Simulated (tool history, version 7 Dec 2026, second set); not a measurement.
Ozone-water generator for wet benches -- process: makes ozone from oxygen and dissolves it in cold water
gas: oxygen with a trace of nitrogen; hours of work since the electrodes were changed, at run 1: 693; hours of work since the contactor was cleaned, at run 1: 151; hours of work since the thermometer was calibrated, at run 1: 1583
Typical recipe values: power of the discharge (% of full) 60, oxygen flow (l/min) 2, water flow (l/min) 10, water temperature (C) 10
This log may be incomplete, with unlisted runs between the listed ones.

run,hour,power of the discharge (% of full),oxygen flow (l/min),water flow (l/min),water temperature (C),hours of work since the electrodes were changed,hours of work since the contactor was cleaned,hours of work since the thermometer was calibrated,dissolved ozone (ppm),ozone in the gas ahead of the water (g/m3)
1,0,60,2,10,10,693,151,1583,16.5,150.4
2,31.4,60,2,8,10,714,172,1604,20.3,149.6
3,88.6,60,2,8,10,753,211,1643,20.1,150
4,131.1,60,2,10,10,782,240,1672,16.5,151.4
5,184.1,60,2,10,10,818,276,1708,16.6,149.2
6,235.6,60,2,10,10,853,311,1743,16.5,150.2
7,281.2,60,2,10,10,884,342,1774,16.3,148
8,307.1,60,2,10,10,902,360,1792,16.5,149.5
9,341.7,60,2,10,10,925,383,1815,16.3,150.8
10,398.6,60,2,10,10,964,422,1854,16.5,150
11,435.8,60,2,10,10,989,447,1879,16.4,149.5
12,490.7,60,2,10,10,1027,485,1917,16.2,151.3
13,548.3,60,2,10,8,1066,524,1956,16.8,151.2
14,600.9,60,2,10,10,1102,560,1992,16.4,149.5
15,657,60,2,10,10,1140,598,2030,16.2,149.3
16,687.1,47,2,10,10,1160,618,2050,14,128.8
17,736.7,96,2,10,8,1194,652,2084,21.9,198.4
18,785.4,41,1,12,10,1227,685,2117,9.4,172.8
19,844.6,72,1.81,14,14,1268,725,2158,12.2,175.7
20,876.6,85,2.47,10,5,1289,747,2179,21.6,164.4
21,913.4,85,2.47,10,5,1314,772,2204,21.8,162.4
22,953.8,52,3.15,14,16,1342,800,2232,10.6,106.5
23,998.7,52,3.15,14,16,1372,830,2262,10.8,107.1
24,1030.2,95,2,14,12,1394,852,2284,15.1,192.7
25,1088.5,95,3.01,14,12,1434,891,2323,15.9,155.5
26,1144,46,2,10,8,1471,929,2361,14.3,126.2
27,1183.4,46,1.43,10,8,1498,956,2388,13.3,152.3
28,1230.7,61,2.28,10,8,1530,988,2420,16.8,138.8

Consider 5 possible next runs. They are alternatives, not a sequence: every one starts from the tool as it was left by run 28. What does each give?
A,1280.2,61,2.23,10,14,1564,1022,2454,?,?
B,1280.2,60,2,10,6,1564,1022,2454,?,?
C,1280.2,60,1.26,10,10,1564,1022,2454,?,?
D,1280.2,60,2.21,7,5,1564,1022,2454,?,?
E,1280.2,61,1.16,13,13,1564,1022,2454,?,?

run,dissolved ozone (ppm),ozone in the gas ahead of the water (g/m3)
A,15.6,141.5
B,17,147.5
C,14.8,189.3
D,23.9,139
E,10.8,200.2
Without the tool's hidden state the same runs would have given:
run,dissolved ozone (ppm),ozone in the gas ahead of the water (g/m3)
A,16.2,145.5
B,17.6,151.7
C,15.4,194.6
D,24.8,143
E,11.2,205.9
